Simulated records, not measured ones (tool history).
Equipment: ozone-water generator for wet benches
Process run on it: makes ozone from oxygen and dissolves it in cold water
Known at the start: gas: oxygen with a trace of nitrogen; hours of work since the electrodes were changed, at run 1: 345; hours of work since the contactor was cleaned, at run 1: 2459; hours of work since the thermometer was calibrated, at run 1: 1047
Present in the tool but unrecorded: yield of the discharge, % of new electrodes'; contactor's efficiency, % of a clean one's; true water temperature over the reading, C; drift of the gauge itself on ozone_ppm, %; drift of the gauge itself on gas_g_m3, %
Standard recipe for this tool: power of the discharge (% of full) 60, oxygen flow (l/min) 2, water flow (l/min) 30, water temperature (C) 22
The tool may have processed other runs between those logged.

| run | hour | power of the discharge (% of full) | oxygen flow (l/min) | water flow (l/min) | water temperature (C) | hours of work since the electrodes were changed | hours of work since the contactor was cleaned | hours of work since the thermometer was calibrated | dissolved ozone (ppm) | ozone in the gas ahead of the water (g/m3) |
|---|---|---|---|---|---|---|---|---|---|---|
| 1 | 0 | 60 | 2 | 30 | 22 | 345 | 2459 | 1047 | 6.29 | 202.5 |
| 2 | 29 | 60 | 2 | 30 | 22 | 367 | 2481 | 1069 | 6.48 | 201.3 |
| 3 | 55.7 | 60 | 2 | 30 | 22 | 387 | 2501 | 1089 | 6.49 | 201.8 |
| 4 | 97.1 | 60 | 2 | 30 | 22 | 419 | 2533 | 1121 | 6.6 | 200.6 |
| 5 | 121.4 | 60 | 2 | 30 | 22 | 438 | 2551 | 1139 | 6.49 | 201.9 |
| 6 | 143.5 | 60 | 2 | 30 | 22 | 454 | 2568 | 1156 | 6.35 | 201 |
| 7 | 179.4 | 60 | 2 | 30 | 22 | 482 | 2596 | 1184 | 6.36 | 200.3 |
| 8 | 216.7 | 60 | 2 | 20 | 22 | 510 | 2624 | 1212 | 9.87 | 200.4 |
| 9 | 250.4 | 60 | 2 | 30 | 22 | 536 | 2650 | 1238 | 6.47 | 202.1 |
| 10 | 285.4 | 60 | 2 | 30 | 22 | 563 | 2677 | 1265 | 6.65 | 201.7 |
| 11 | 314.3 | 60 | 2 | 30 | 22 | 585 | 2699 | 1287 | 6.19 | 201.3 |
| 12 | 334.9 | 60 | 2 | 30 | 22 | 601 | 2714 | 1302 | 6.5 | 200.6 |
| 13 | 371.1 | 60 | 2 | 30 | 22 | 628 | 2742 | 1330 | 6.28 | 201.9 |
| 14 | 401.3 | 60 | 2 | 30 | 22 | 651 | 2765 | 1353 | 6.42 | 200.4 |
| 15 | 441 | 46 | 1.88 | 30 | 22 | 682 | 2795 | 1383 | 5.02 | 161 |
| 16 | 470.9 | 60 | 1.1 | 30 | 22 | 704 | 2818 | 1406 | 4.65 | 240.6 |

For run 17, what comes out?
|  | 478.5 | contactor cleaned |
| 17 | 517.9 | 81 | 1.1 | 19 | 22 | 737 | 30 | 1439 | ? | ? |

Logged for run 17: dissolved ozone (ppm) 10.25, ozone in the gas ahead of the water (g/m3) 315.3.
Take away the tool's hidden state, keep the run-to-run variation as it was, and the same run would have given dissolved ozone (ppm) 11.03, ozone in the gas ahead of the water (g/m3) 324.4.
